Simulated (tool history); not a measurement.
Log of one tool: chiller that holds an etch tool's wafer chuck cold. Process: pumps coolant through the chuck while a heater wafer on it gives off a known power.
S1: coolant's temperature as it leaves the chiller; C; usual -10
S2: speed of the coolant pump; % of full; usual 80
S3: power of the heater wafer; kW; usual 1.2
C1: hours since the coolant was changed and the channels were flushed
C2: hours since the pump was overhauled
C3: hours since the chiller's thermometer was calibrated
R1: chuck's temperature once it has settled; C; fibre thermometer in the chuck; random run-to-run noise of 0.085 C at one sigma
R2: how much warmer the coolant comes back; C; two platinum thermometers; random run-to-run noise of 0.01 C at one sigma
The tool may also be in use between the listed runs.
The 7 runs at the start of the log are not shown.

run,hour,S1,S2,S3,C1,C2,C3,R1,R2
8,696.6,-10,80,1.2,3526,2470,4734,-1.92,2.67
9,809.6,-10,80,1.2,3639,2583,4847,-2.01,2.71
10,897.4,-10,80,1.2,3726,2671,4935,-2,2.7
11,1020.6,-10,65,1.2,3850,2794,5058,-0.9,3.35
12,1145.4,-10,65,1.2,3974,2919,5183,-0.76,3.35
13,1226.5,-16,80,1.2,4055,3000,5264,-7.94,2.72
14,1305.1,-16,80,1.2,4134,3078,5343,-7.94,2.68
15,1393,-16,80,1.2,4222,3166,5431,-7.75,2.7
16,1513,-16,80,1.2,4342,3286,5551,-7.85,2.71
# hour 1537.9: chiller's thermometer calibrated
17,1593.4,-19,70,0.679,4421,3366,56,-13.79,1.76
18,1656.4,-12,88,1.2,4484,3429,119,-3.67,2.44
19,1769.9,-13,64,0.673,4598,3542,232,-7.49,1.91
20,1878.3,-7,68,0.763,4706,3651,340,-0.84,2.04
21,1949.3,-7,68,0.763,4777,3722,411,-1.02,2.05
22,2023.8,-13,80,0.908,4852,3796,486,-6.5,2.08

What does the tool deliver on the next run?
23,2139.6,-9,80,0.908,4968,3912,602,?,?

R1: -2.34 C
R2: 2.08 C
Take away the tool's hidden state, keep the run-to-run variation as it was, and the same run would have given R1 -3.29 C, R2 1.98 C.
